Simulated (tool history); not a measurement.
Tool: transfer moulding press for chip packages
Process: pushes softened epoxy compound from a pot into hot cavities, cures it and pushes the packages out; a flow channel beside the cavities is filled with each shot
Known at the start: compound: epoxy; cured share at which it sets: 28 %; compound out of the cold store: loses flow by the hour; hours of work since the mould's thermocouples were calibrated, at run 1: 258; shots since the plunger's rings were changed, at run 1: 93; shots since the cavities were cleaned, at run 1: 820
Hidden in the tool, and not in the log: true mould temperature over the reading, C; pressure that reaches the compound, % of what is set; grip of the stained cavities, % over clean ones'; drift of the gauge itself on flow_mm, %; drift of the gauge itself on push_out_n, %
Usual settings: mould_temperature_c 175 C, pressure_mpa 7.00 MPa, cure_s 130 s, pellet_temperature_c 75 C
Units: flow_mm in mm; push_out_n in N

run,day,mould_temperature_c,pressure_mpa,cure_s,pellet_temperature_c,hours of work since the mould's thermocouples were calibrated,shots since the plunger's rings were changed,shots since the cavities were cleaned,incoming compound's hours out of the cold store,flow_mm,push_out_n
1,0.000,175,7.00,130,75,258,93,820,22.4,777,789
# day 1.246: cavities cleaned with cleaning compound and waxed
2,3.667,175,7.00,130,75,297,615,351,11.8,808,859
3,6.421,175,7.00,130,75,326,1014,750,37.6,729,777
# day 8.158: cavities cleaned with cleaning compound and waxed
# day 10.238: cavities cleaned with cleaning compound and waxed, once more
4,10.279,178,7.00,130,75,366,1556,7,21.2,755,376
5,14.038,178,7.00,130,75,407,2100,551,38.1,702,650
6,16.058,176,7.00,130,75,429,2393,844,32.0,723,759
# day 17.175: cavities cleaned with cleaning compound and waxed
7,19.925,182,7.00,130,75,469,2945,399,25.5,719,617
8,21.888,182,7.00,130,75,490,3229,683,36.6,686,676
# day 24.125: cavities cleaned with cleaning compound and waxed
9,24.404,182,7.00,130,75,517,3585,40,12.4,751,414
10,26.525,182,7.00,130,75,540,3893,348,33.5,685,582
11,29.908,182,7.00,130,75,576,4383,838,8.6,747,680
# day 31.033: cavities cleaned with cleaning compound and waxed
12,31.908,175,7.00,130,80,597,4664,127,39.6,679,523
# day 34.300: plunger's sealing rings changed
13,35.738,175,7.00,130,80,637,209,667,45.4,711,712
# day 37.929: cavities cleaned with cleaning compound and waxed
14,38.946,175,7.00,130,80,671,665,147,36.8,728,561
15,40.671,169,8.62,130,75,689,915,397,12.7,922,1038
16,43.688,172,7.58,130,75,721,1352,834,32.4,774,870
# day 44.825: cavities cleaned with cleaning compound and waxed
17,46.229,172,7.58,130,75,748,1712,204,18.5,816,684
18,47.838,173,8.01,125,82,765,1945,437,43.0,755,803
19,51.442,176,7.00,130,70,804,2467,959,34.2,717,725
# day 51.742: cavities cleaned with cleaning compound and waxed
# day 52.692: mould's thermocouples calibrated
20,53.142,171,7.00,163,75,5,2693,191,31.1,749,589
21,55.212,171,7.00,144,75,27,2993,491,11.2,807,785
22,58.412,171,7.00,144,75,61,3457,955,27.8,748,835
# day 58.679: cavities cleaned with cleaning compound and waxed
23,61.012,171,7.00,144,75,89,3825,339,17.7,774,720
24,63.117,175,7.00,130,71,111,4130,644,32.7,709,748
25,64.725,175,8.43,162,71,129,4363,877,35.8,765,683
# day 65.483: cavities cleaned with cleaning compound and waxed
26,67.708,175,8.43,162,71,160,4786,322,39.8,747,591
# day 69.092: plunger's sealing rings changed
27,70.592,175,5.26,138,74,190,217,725,44.3,618,714
# day 72.542: cavities cleaned with cleaning compound and waxed
28,72.738,175,5.26,138,74,212,519,28,45.6,610,427

4 ways to go on from here, each from the tool as it stands after run 28. What would each give?
A,75.179,175,8.23,147,66,238,873,382,14.1,?,?
B,75.179,175,6.04,130,69,238,873,382,38.4,?,?
C,75.179,180,5.26,138,72,238,873,382,14.7,?,?
D,75.179,174,5.26,138,74,238,873,382,8.1,?,?

run,flow_mm,push_out_n
A,873,629
B,671,681
C,670,608
D,709,677
Without the tool's hidden state the same runs would have given:
run,flow_mm,push_out_n
A,883,380
B,678,406
C,678,364
D,717,406

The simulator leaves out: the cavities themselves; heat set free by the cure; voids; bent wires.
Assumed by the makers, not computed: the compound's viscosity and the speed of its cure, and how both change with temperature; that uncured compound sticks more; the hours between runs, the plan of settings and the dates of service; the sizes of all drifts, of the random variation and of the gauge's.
